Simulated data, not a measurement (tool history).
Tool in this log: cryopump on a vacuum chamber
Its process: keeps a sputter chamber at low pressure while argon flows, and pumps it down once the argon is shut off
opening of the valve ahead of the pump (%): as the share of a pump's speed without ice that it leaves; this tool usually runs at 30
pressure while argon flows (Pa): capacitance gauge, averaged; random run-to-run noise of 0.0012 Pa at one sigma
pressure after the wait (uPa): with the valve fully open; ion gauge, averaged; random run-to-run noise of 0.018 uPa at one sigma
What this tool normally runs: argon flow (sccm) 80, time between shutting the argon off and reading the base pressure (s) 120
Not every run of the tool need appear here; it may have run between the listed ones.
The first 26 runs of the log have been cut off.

run,hour,argon flow (sccm),time between shutting the argon off and reading the base pressure (s),opening of the valve ahead of the pump (%),pressure while argon flows (Pa),pressure after the wait (uPa)
27,669.2,56,24,30,0.1957,1.44
28,692.7,62,120,18,0.3539,0.61
29,726.4,80,120,16,0.5140,0.64
30,758.9,144,120,16,0.9238,0.62
31,789.3,144,120,16,0.9286,0.61
32,808.0,79,54,25,0.3335,0.91
33,832.3,80,290,20,0.4188,0.51
34,850.2,80,290,20,0.4164,0.54

What if the next run were any one of these 3? Each begins from the tool's condition after run 34:
A,866.9,80,198,30,?,?
B,866.9,80,43,35,?,?
C,866.9,125,290,37,?,?

run,pressure while argon flows (Pa),pressure after the wait (uPa)
A,0.2851,0.56
B,0.2477,1.01
C,0.3705,0.53
Take away the tool's hidden state, keep each run's random variation, and the runs would have read:
run,pressure while argon flows (Pa),pressure after the wait (uPa)
A,0.2659,0.29
B,0.2285,0.75
C,0.3403,0.26
